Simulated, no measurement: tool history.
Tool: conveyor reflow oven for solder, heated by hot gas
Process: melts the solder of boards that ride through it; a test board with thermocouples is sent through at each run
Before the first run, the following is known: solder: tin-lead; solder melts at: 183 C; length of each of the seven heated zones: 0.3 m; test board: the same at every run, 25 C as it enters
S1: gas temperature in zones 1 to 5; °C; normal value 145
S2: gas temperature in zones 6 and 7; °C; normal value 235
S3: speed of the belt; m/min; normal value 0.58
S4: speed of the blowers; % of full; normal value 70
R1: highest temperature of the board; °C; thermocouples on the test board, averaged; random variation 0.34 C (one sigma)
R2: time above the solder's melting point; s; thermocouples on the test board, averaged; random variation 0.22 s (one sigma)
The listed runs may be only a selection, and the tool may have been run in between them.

| run | day | S1 | S2 | S3 | S4 | R1 | R2 |
|---|---|---|---|---|---|---|---|
| 1 | 0 | 145 | 235 | 0.58 | 70 | 214.9 | 46.6 |
| 2 | 0.35 | 132 | 235 | 0.58 | 70 | 212.5 | 40.3 |
| 3 | 0.917 | 145 | 235 | 0.639 | 70 | 211.5 | 39.1 |
| 4 | 1.321 | 145 | 235 | 0.639 | 70 | 211.3 | 39 |
| 5 | 1.738 | 145 | 235 | 0.639 | 70 | 211.8 | 39.2 |
| 6 | 2.254 | 145 | 235 | 0.486 | 70 | 220.1 | 60.4 |
| 7 | 2.667 | 145 | 235 | 0.486 | 70 | 220.4 | 60 |
| 8 | 3.333 | 145 | 235 | 0.58 | 70 | 214.4 | 46.6 |
| 9 | 3.725 | 145 | 235 | 0.58 | 70 | 214.4 | 46.5 |
|  | 3.988 | flux residue cleaned out of gas plates and filters |
| 10 | 4.662 | 145 | 235 | 0.58 | 70 | 213.3 | 44.9 |
| 11 | 4.992 | 145 | 235 | 0.58 | 70 | 213.4 | 44.9 |
| 12 | 5.65 | 145 | 235 | 0.58 | 70 | 213.2 | 44.9 |
| 13 | 6.275 | 145 | 235 | 0.58 | 70 | 212.6 | 44.7 |
| 14 | 6.617 | 144 | 235 | 0.58 | 70 | 212.5 | 44.3 |
| 15 | 7.225 | 144 | 235 | 0.58 | 70 | 212.6 | 44.5 |
|  | 8.167 | flux residue cleaned out of gas plates and filters, once more |
| 16 | 8.167 | 145 | 235 | 0.58 | 70 | 217.5 | 48.5 |
| 17 | 8.729 | 145 | 235 | 0.58 | 70 | 217.6 | 48.4 |
| 18 | 9.296 | 145 | 235 | 0.58 | 70 | 217.9 | 48.5 |
| 19 | 9.842 | 145 | 233 | 0.58 | 58 | 212.8 | 44.5 |
| 20 | 10.521 | 131 | 233 | 0.565 | 58 | 210.4 | 39.8 |
| 21 | 11.05 | 145 | 235 | 0.516 | 70 | 220.3 | 57.4 |
| 22 | 11.671 | 145 | 235 | 0.516 | 70 | 220.2 | 57 |
| 23 | 12.008 | 146 | 235 | 0.695 | 80 | 213.8 | 37.9 |
| 24 | 12.638 | 146 | 239 | 0.695 | 61 | 211.3 | 35.8 |
| 25 | 13.008 | 146 | 239 | 0.615 | 61 | 216.1 | 44.5 |
| 26 | 13.446 | 136 | 230 | 0.58 | 87 | 214 | 45.2 |
| 27 | 14.071 | 136 | 230 | 0.58 | 87 | 214.5 | 44.7 |
| 28 | 14.504 | 142 | 248 | 0.58 | 57 | 223.2 | 50.7 |
| 29 | 15.171 | 144 | 227 | 0.633 | 54 | 202.5 | 31.7 |
| 30 | 15.862 | 144 | 227 | 0.633 | 54 | 202.7 | 31.6 |
| 31 | 16.617 | 144 | 227 | 0.601 | 54 | 203.6 | 35.4 |

4 options for the next run, each taken on its own from the tool as it stands now. Forecast them:
| A | 17.079 | 148 | 235 | 0.58 | 83 | ? | ? |
| B | 17.079 | 145 | 225 | 0.601 | 57 | ? | ? |
| C | 17.079 | 157 | 235 | 0.58 | 85 | ? | ? |
| D | 17.079 | 144 | 225 | 0.601 | 54 | ? | ? |

| run | R1 | R2 |
|---|---|---|
| A | 219.1 | 51.2 |
| B | 203.8 | 35.2 |
| C | 221 | 55.4 |
| D | 202.3 | 33.9 |
Had the tool no hidden state, the same runs would have come out as:
| run | R1 | R2 |
|---|---|---|
| A | 221 | 51.9 |
| B | 205.5 | 36.7 |
| C | 222.9 | 55.9 |
| D | 204 | 35.4 |
